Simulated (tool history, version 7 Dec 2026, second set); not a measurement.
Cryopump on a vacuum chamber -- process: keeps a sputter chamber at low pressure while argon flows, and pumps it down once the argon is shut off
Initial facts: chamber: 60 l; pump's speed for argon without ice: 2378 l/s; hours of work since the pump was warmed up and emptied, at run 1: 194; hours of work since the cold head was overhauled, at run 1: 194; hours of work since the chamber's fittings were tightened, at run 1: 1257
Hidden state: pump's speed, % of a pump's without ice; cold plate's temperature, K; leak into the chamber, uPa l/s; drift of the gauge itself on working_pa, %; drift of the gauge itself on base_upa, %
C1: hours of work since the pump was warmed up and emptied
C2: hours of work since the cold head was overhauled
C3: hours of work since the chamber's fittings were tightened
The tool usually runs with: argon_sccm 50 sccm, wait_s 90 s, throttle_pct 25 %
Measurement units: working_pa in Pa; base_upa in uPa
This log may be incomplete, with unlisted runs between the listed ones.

{"run": 1, "hour": 0.0, "argon_sccm": 50, "wait_s": 90, "throttle_pct": 25, "C1": 194, "C2": 194, "C3": 1257, "working_pa": 0.1451, "base_upa": 1.67}
{"run": 2, "hour": 38.7, "argon_sccm": 50, "wait_s": 21, "throttle_pct": 25, "C1": 222, "C2": 222, "C3": 1286, "working_pa": 0.1451, "base_upa": 3.27}
{"run": 3, "hour": 80.2, "argon_sccm": 50, "wait_s": 90, "throttle_pct": 25, "C1": 253, "C2": 253, "C3": 1317, "working_pa": 0.1444, "base_upa": 1.7}
{"run": 4, "hour": 119.1, "argon_sccm": 50, "wait_s": 90, "throttle_pct": 25, "C1": 281, "C2": 281, "C3": 1345, "working_pa": 0.1449, "base_upa": 1.8}
{"run": 5, "hour": 144.8, "argon_sccm": 50, "wait_s": 174, "throttle_pct": 25, "C1": 300, "C2": 300, "C3": 1364, "working_pa": 0.1468, "base_upa": 1.62}
{"run": 6, "hour": 170.1, "argon_sccm": 50, "wait_s": 174, "throttle_pct": 25, "C1": 319, "C2": 319, "C3": 1383, "working_pa": 0.146, "base_upa": 1.65}
{"run": 7, "hour": 205.3, "argon_sccm": 50, "wait_s": 174, "throttle_pct": 25, "C1": 345, "C2": 345, "C3": 1409, "working_pa": 0.1471, "base_upa": 1.64}
{"run": 8, "hour": 242.6, "argon_sccm": 50, "wait_s": 90, "throttle_pct": 25, "C1": 372, "C2": 372, "C3": 1436, "working_pa": 0.1457, "base_upa": 1.91}
{"run": 9, "hour": 269.6, "argon_sccm": 50, "wait_s": 90, "throttle_pct": 25, "C1": 392, "C2": 392, "C3": 1456, "working_pa": 0.1467, "base_upa": 1.94}
{"run": 10, "hour": 308.2, "argon_sccm": 50, "wait_s": 90, "throttle_pct": 25, "C1": 421, "C2": 421, "C3": 1484, "working_pa": 0.147, "base_upa": 1.97}
{"run": 11, "hour": 329.2, "argon_sccm": 50, "wait_s": 90, "throttle_pct": 25, "C1": 436, "C2": 436, "C3": 1500, "working_pa": 0.1466, "base_upa": 2.0}
{"run": 12, "hour": 354.5, "argon_sccm": 42, "wait_s": 90, "throttle_pct": 25, "C1": 455, "C2": 455, "C3": 1519, "working_pa": 0.1246, "base_upa": 2.03}
{"run": 13, "hour": 372.0, "argon_sccm": 42, "wait_s": 90, "throttle_pct": 25, "C1": 468, "C2": 468, "C3": 1531, "working_pa": 0.1248, "base_upa": 2.04}
{"run": 14, "hour": 394.9, "argon_sccm": 50, "wait_s": 90, "throttle_pct": 25, "C1": 484, "C2": 484, "C3": 1548, "working_pa": 0.1494, "base_upa": 2.11}
{"run": 15, "hour": 411.7, "argon_sccm": 50, "wait_s": 90, "throttle_pct": 25, "C1": 497, "C2": 497, "C3": 1561, "working_pa": 0.1487, "base_upa": 2.11}
{"run": 16, "hour": 446.4, "argon_sccm": 93, "wait_s": 90, "throttle_pct": 25, "C1": 522, "C2": 522, "C3": 1586, "working_pa": 0.276, "base_upa": 2.11}
{"run": 17, "hour": 465.3, "argon_sccm": 50, "wait_s": 90, "throttle_pct": 25, "C1": 536, "C2": 536, "C3": 1600, "working_pa": 0.1501, "base_upa": 2.12}
{"run": 18, "hour": 488.1, "argon_sccm": 50, "wait_s": 90, "throttle_pct": 25, "C1": 553, "C2": 553, "C3": 1617, "working_pa": 0.1498, "base_upa": 2.19}
{"run": 19, "hour": 523.5, "argon_sccm": 50, "wait_s": 90, "throttle_pct": 36, "C1": 579, "C2": 579, "C3": 1643, "working_pa": 0.1057, "base_upa": 2.22}
{"run": 20, "hour": 547.8, "argon_sccm": 44, "wait_s": 168, "throttle_pct": 18, "C1": 597, "C2": 597, "C3": 1661, "working_pa": 0.1804, "base_upa": 2.06}
{"run": 21, "hour": 574.1, "argon_sccm": 62, "wait_s": 22, "throttle_pct": 34, "C1": 616, "C2": 616, "C3": 1680, "working_pa": 0.1393, "base_upa": 3.76}
{"run": 22, "hour": 592.4, "argon_sccm": 22, "wait_s": 90, "throttle_pct": 19, "C1": 630, "C2": 630, "C3": 1694, "working_pa": 0.0862, "base_upa": 2.32}
{"hour": 612.9, "done": "pump warmed up, emptied and cooled again"}
{"run": 23, "hour": 615.6, "argon_sccm": 29, "wait_s": 242, "throttle_pct": 15, "C1": 2, "C2": 643, "C3": 1707, "working_pa": 0.1369, "base_upa": 1.75}
{"run": 24, "hour": 652.3, "argon_sccm": 29, "wait_s": 242, "throttle_pct": 15, "C1": 29, "C2": 670, "C3": 1734, "working_pa": 0.1374, "base_upa": 1.7}
{"run": 25, "hour": 671.1, "argon_sccm": 29, "wait_s": 101, "throttle_pct": 15, "C1": 43, "C2": 684, "C3": 1748, "working_pa": 0.1392, "base_upa": 1.95}
{"hour": 686.9, "done": "leaking fittings of the chamber tightened, without venting"}
{"run": 26, "hour": 696.9, "argon_sccm": 30, "wait_s": 57, "throttle_pct": 15, "C1": 60, "C2": 702, "C3": 7, "working_pa": 0.1429, "base_upa": 0.91}
{"run": 27, "hour": 734.8, "argon_sccm": 30, "wait_s": 57, "throttle_pct": 15, "C1": 88, "C2": 730, "C3": 35, "working_pa": 0.1439, "base_upa": 0.96}
{"run": 28, "hour": 774.3, "argon_sccm": 57, "wait_s": 63, "throttle_pct": 27, "C1": 117, "C2": 759, "C3": 64, "working_pa": 0.1515, "base_upa": 0.89}
{"run": 29, "hour": 792.1, "argon_sccm": 36, "wait_s": 64, "throttle_pct": 25, "C1": 130, "C2": 772, "C3": 77, "working_pa": 0.103, "base_upa": 0.9}
{"run": 30, "hour": 815.5, "argon_sccm": 22, "wait_s": 64, "throttle_pct": 30, "C1": 148, "C2": 789, "C3": 95, "working_pa": 0.0526, "base_upa": 0.86}
{"run": 31, "hour": 841.6, "argon_sccm": 79, "wait_s": 90, "throttle_pct": 26, "C1": 167, "C2": 808, "C3": 114, "working_pa": 0.2192, "base_upa": 0.76}
{"run": 32, "hour": 874.6, "argon_sccm": 74, "wait_s": 33, "throttle_pct": 25, "C1": 191, "C2": 833, "C3": 138, "working_pa": 0.213, "base_upa": 1.58}
{"run": 33, "hour": 905.2, "argon_sccm": 55, "wait_s": 33, "throttle_pct": 25, "C1": 214, "C2": 855, "C3": 161, "working_pa": 0.1585, "base_upa": 1.54}
{"run": 34, "hour": 946.2, "argon_sccm": 41, "wait_s": 80, "throttle_pct": 55, "C1": 244, "C2": 885, "C3": 191, "working_pa": 0.0563, "base_upa": 0.83}
{"run": 35, "hour": 972.0, "argon_sccm": 84, "wait_s": 250, "throttle_pct": 55, "C1": 263, "C2": 904, "C3": 210, "working_pa": 0.1147, "base_upa": 0.51}

Predict each of these 3 candidate next runs independently; none follows another, all start after run 35:
{"run": "A", "hour": 991.1, "argon_sccm": 84, "wait_s": 104, "throttle_pct": 55, "C1": 277, "C2": 918, "C3": 224, "working_pa": "?", "base_upa": "?"}
{"run": "B", "hour": 991.1, "argon_sccm": 27, "wait_s": 158, "throttle_pct": 55, "C1": 277, "C2": 918, "C3": 224, "working_pa": "?", "base_upa": "?"}
{"run": "C", "hour": 991.1, "argon_sccm": 84, "wait_s": 116, "throttle_pct": 55, "C1": 277, "C2": 918, "C3": 224, "working_pa": "?", "base_upa": "?"}

run=A working_pa=0.1143 base_upa=0.72
run=B working_pa=0.0371 base_upa=0.65
run=C working_pa=0.1153 base_upa=0.73
With no hidden state in the tool, these same runs would have given:
run=A working_pa=0.1078 base_upa=0.52
run=B working_pa=0.0350 base_upa=0.44
run=C working_pa=0.1088 base_upa=0.51
